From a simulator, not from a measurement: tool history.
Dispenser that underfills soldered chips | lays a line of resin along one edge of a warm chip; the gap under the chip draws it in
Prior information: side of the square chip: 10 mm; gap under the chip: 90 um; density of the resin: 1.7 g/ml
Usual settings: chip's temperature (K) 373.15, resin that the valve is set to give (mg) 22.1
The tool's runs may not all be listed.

| run | hour | chip's temperature (K) | resin that the valve is set to give (mg) | time until the resin shows at the far edge (s) | resin that the valve gave (mg) |
|---|---|---|---|---|---|
| 1 | 0 | 373.15 | 22.1 | 37.9 | 21.86 |
| 2 | 4 | 373.15 | 22.1 | 23.1 | 21.84 |
| 3 | 9 | 373.15 | 22.1 | 27.9 | 21.83 |
| 4 | 14.9 | 373.15 | 20.7 | 36 | 20.38 |
| 5 | 21.8 | 373.15 | 20.7 | 25.9 | 20.35 |
| 6 | 27.7 | 373.15 | 22.1 | 31.9 | 21.7 |
| 7 | 31.2 | 373.15 | 22.1 | 36.9 | 21.66 |
| 8 | 35.1 | 373.15 | 22.1 | 22.5 | 21.56 |
| 9 | 41.3 | 373.15 | 22.1 | 29.2 | 21.46 |
| 10 | 44.3 | 373.15 | 22.1 | 31.9 | 21.35 |
| 11 | 50.9 | 373.15 | 19.3 | 41.8 | 19.51 |
| 12 | 54.1 | 373.15 | 19.3 | 25.2 | 19.14 |
| 13 | 57 | 373.15 | 22.1 | 28 | 21.9 |
| 14 | 61.9 | 373.15 | 22.1 | 33.5 | 21.99 |
| 15 | 65 | 373.15 | 25.6 | 37.4 | 25.31 |
| 16 | 71.9 | 373.15 | 25.6 | 25.4 | 25.34 |
| 17 | 75.7 | 373.15 | 25.6 | 29 | 25.2 |
| 18 | 78.9 | 373.15 | 23.1 | 33.3 | 22.71 |
| 19 | 83.5 | 373.15 | 23.1 | 21.9 | 22.72 |
| 20 | 87.3 | 373.15 | 23.1 | 25.7 | 22.69 |
| 21 | 92.4 | 373.15 | 23.1 | 31.9 | 22.52 |
| 22 | 97.5 | 378.15 | 20.2 | 33.5 | 19.71 |
| 23 | 104.1 | 378.15 | 20.2 | 23.4 | 19.72 |
| 24 | 109.9 | 386.15 | 22.9 | 21.5 | 22.92 |
| 25 | 112.8 | 379.15 | 19.5 | 30.2 | 19.41 |
| 26 | 117.1 | 366.15 | 28 | 27 | 27.65 |
| 27 | 120.4 | 380.15 | 27.3 | 20.8 | 27.29 |
| 28 | 126.5 | 361.15 | 27.3 | 45.5 | 26.99 |
| 29 | 131.2 | 371.15 | 27.3 | 40.5 | 26.93 |
| 30 | 136.3 | 369.15 | 19.3 | 29.2 | 19.05 |
| 31 | 141.6 | 386.15 | 22.1 | 21 | 21.8 |
| 32 | 144.7 | 372.15 | 26.3 | 34.8 | 25.88 |
| 33 | 151.5 | 373.15 | 23.7 | 23.9 | 23.18 |
| 34 | 156.8 | 373.15 | 23.7 | 30.2 | 23.19 |
| 35 | 161.1 | 377.15 | 19.6 | 32.4 | 19.07 |
| 36 | 168.1 | 386.15 | 22.4 | 16.7 | 22.26 |
| 37 | 170.8 | 364.15 | 26.9 | 34.4 | 26.83 |

Not shown: 14 entries that the log had between the listed runs. Between which runs, and how does the tool's hidden state differ before and after?
Run 1 -> run 2: new syringe of resin (hour 3.1)
  resin's viscosity, % of fresh resin's: 166.9 -> 103.3; dose that the valve gives, % of what is set: 99.2 -> 99; true chip temperature over the reading, C: 0.85 -> 0.86
  measured less the result without the state, time until the resin shows at the far edge (s): +14.7 -> +0.2; resin that the valve gave (mg): -0.17 -> -0.22
Run 4 -> run 5: new syringe of resin (hour 18.8)
  resin's viscosity, % of fresh resin's: 159 -> 114.6; dose that the valve gives, % of what is set: 98.42 -> 98.09; true chip temperature over the reading, C: 0.9 -> 0.93
  measured less the result without the state, time until the resin shows at the far edge (s): +12.9 -> +2.8; resin that the valve gave (mg): -0.32 -> -0.39
Run 7 -> run 8: new syringe of resin (hour 34.8)
  resin's viscosity, % of fresh resin's: 166 -> 101.1; dose that the valve gives, % of what is set: 97.59 -> 97.41; true chip temperature over the reading, C: 0.97 -> 0.98
  measured less the result without the state, time until the resin shows at the far edge (s): +14.2 -> -0.3; resin that the valve gave (mg): -0.53 -> -0.57
Run 10 -> run 11: dispensing valve cleaned and set on the balance (hour 48)
  resin's viscosity, % of fresh resin's: 145.2 -> 181.3; dose that the valve gives, % of what is set: 96.93 -> 99.9; true chip temperature over the reading, C: 1.02 -> 1.04
  measured less the result without the state, time until the resin shows at the far edge (s): +9.4 -> +17.9; resin that the valve gave (mg): -0.68 -> -0.02
Run 11 -> run 12: new syringe of resin (hour 51.8)
  resin's viscosity, % of fresh resin's: 181.3 -> 111.9; dose that the valve gives, % of what is set: 99.9 -> 99.76; true chip temperature over the reading, C: 1.04 -> 1.06
  measured less the result without the state, time until the resin shows at the far edge (s): +17.9 -> +2; resin that the valve gave (mg): -0.02 -> -0.05
Run 15 -> run 16: new syringe of resin (hour 67.8)
  resin's viscosity, % of fresh resin's: 172.3 -> 116.7; dose that the valve gives, % of what is set: 99.2 -> 98.91; true chip temperature over the reading, C: 1.1 -> 1.13
  measured less the result without the state, time until the resin shows at the far edge (s): +14.9 -> +2.9; resin that the valve gave (mg): -0.21 -> -0.28
Run 18 -> run 19: new syringe of resin (hour 83.5)
  resin's viscosity, % of fresh resin's: 153.9 -> 99.1; dose that the valve gives, % of what is set: 98.53 -> 98.32; true chip temperature over the reading, C: 1.16 -> 1.18
  measured less the result without the state, time until the resin shows at the far edge (s): +11 -> -1; resin that the valve gave (mg): -0.34 -> -0.39
Run 22 -> run 23: new syringe of resin (hour 99.7)
  resin's viscosity, % of fresh resin's: 172 -> 118.4; dose that the valve gives, % of what is set: 97.57 -> 97.26; true chip temperature over the reading, C: 1.23 -> 1.26
  measured less the result without the state, time until the resin shows at the far edge (s): +13.5 -> +3.1; resin that the valve gave (mg): -0.5 -> -0.55
Run 23 -> run 24: dispensing valve cleaned and set on the balance (hour 105.7)
  resin's viscosity, % of fresh resin's: 118.4 -> 142.6; dose that the valve gives, % of what is set: 97.26 -> 99.79; true chip temperature over the reading, C: 1.26 -> 1.28
  measured less the result without the state, time until the resin shows at the far edge (s): +3.1 -> +6; resin that the valve gave (mg): -0.55 -> -0.04
Run 25 -> run 26: new syringe of resin (hour 116.7)
  resin's viscosity, % of fresh resin's: 160.1 -> 99.9; dose that the valve gives, % of what is set: 99.64 -> 99.42; true chip temperature over the reading, C: 1.29 -> 1.31
  measured less the result without the state, time until the resin shows at the far edge (s): +10.7 -> -1.2; resin that the valve gave (mg): -0.07 -> -0.16
Run 29 -> run 30: new syringe of resin (hour 132.8)
  resin's viscosity, % of fresh resin's: 173.6 -> 113.5; dose that the valve gives, % of what is set: 98.71 -> 98.46; true chip temperature over the reading, C: 1.36 -> 1.38
  measured less the result without the state, time until the resin shows at the far edge (s): +16 -> +2.5; resin that the valve gave (mg): -0.36 -> -0.3
Run 32 -> run 33: new syringe of resin (hour 148.6)
  resin's viscosity, % of fresh resin's: 158 -> 111.6; dose that the valve gives, % of what is set: 98.04 -> 97.72; true chip temperature over the reading, C: 1.42 -> 1.44
  measured less the result without the state, time until the resin shows at the far edge (s): +11.8 -> +1.6; resin that the valve gave (mg): -0.51 -> -0.54
Run 35 -> run 36: dispensing valve cleaned and set on the balance (hour 162.9); new syringe of resin (hour 165.5)
  resin's viscosity, % of fresh resin's: 162.8 -> 110.8; dose that the valve gives, % of what is set: 97.22 -> 99.72; true chip temperature over the reading, C: 1.48 -> 1.51
  measured less the result without the state, time until the resin shows at the far edge (s): +11.9 -> +1; resin that the valve gave (mg): -0.55 -> -0.07
